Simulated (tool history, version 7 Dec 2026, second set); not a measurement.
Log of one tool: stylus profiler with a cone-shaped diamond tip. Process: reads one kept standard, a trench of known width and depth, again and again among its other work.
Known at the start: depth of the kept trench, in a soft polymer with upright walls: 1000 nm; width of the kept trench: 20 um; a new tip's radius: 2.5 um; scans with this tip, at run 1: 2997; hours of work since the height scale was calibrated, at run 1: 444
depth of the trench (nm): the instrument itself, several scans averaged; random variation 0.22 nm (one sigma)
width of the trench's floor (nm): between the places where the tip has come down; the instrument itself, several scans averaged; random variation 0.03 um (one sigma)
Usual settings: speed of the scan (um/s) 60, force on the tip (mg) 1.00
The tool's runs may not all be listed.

run     day  speed of the scan (um/s)  force on the tip (mg)  scans with this tip  hours of work since the height scale was calibrated  depth of the trench (nm)  width of the trench's floor (nm)
  1   0.000                        60                   1.00                 2997                                                  444                   1003.64                             15420
  2   0.608                        60                   1.00                 3069                                                  454                   1003.72                             15420
  3   1.192                        60                   1.00                 3137                                                  464                   1003.89                             15410
  4   1.529                        60                   1.00                 3176                                                  470                   1003.81                             15400
  5   1.992                        60                   1.00                 3231                                                  478                   1003.62                             15390
  6   2.467                        60                   1.00                 3287                                                  486                   1003.83                             15420
  7   3.038                        60                   0.90                 3354                                                  496                   1003.71                             15400
  8   3.529                        60                   0.90                 3412                                                  505                   1003.47                             15350
  9   4.125                        60                   1.00                 3482                                                  515                   1003.78                             15390
 10   4.833                        60                   1.00                 3566                                                  528                   1004.15                             15370
 11   5.179                        60                   1.00                 3606                                                  534                   1004.21                             15400
 12   5.629                        60                   1.00                 3659                                                  542                   1003.85                             15380
 13   6.117                        60                   1.00                 3716                                                  550                   1004.11                             15400
 14   6.512                        60                   1.00                 3763                                                  557                   1004.15                             15420
 15   6.979                        60                   1.00                 3818                                                  565                   1004.10                             15400
 16   7.500                        60                   1.00                 3879                                                  574                   1003.64                             15420
 17   8.083                        60                   1.00                 3948                                                  584                   1004.09                             15370
 18   8.742                        60                   1.00                 4025                                                  596                   1003.91                             15410
 19   9.312                        60                   0.61                 4092                                                  606                   1002.54                             15190
 20  10.038                        60                   0.61                 4178                                                  618                   1002.63                             15280
 21  10.417                        60                   0.61                 4222                                                  625                   1002.72                             15240
 22  10.992                        60                   1.79                 4290                                                  635                   1005.43                             15520
 23  11.738                        60                   1.15                 4377                                                  648                   1004.07                             15410
 24  12.088                        60                   1.00                 4419                                                  654                   1003.41                             15390
 25  12.404                        60                   1.00                 4456                                                  659                   1003.72                             15410
 26  12.938                        60                   1.38                 4519                                                  669                   1004.66                             15490
 27  13.554                       209                   1.16                 4591                                                  680                   1004.32                             14100

The next listed run, before its measurement:
 28  13.971                       209                   1.16                 4640                                                  687                         ?                                 ?

{"run 28": {"depth of the trench (nm)": 1004.31, "width of the trench's floor (nm)": 14010}}
Without the tool's hidden state the same run would have given depth of the trench (nm) 1004.30, width of the trench's floor (nm) 14010.
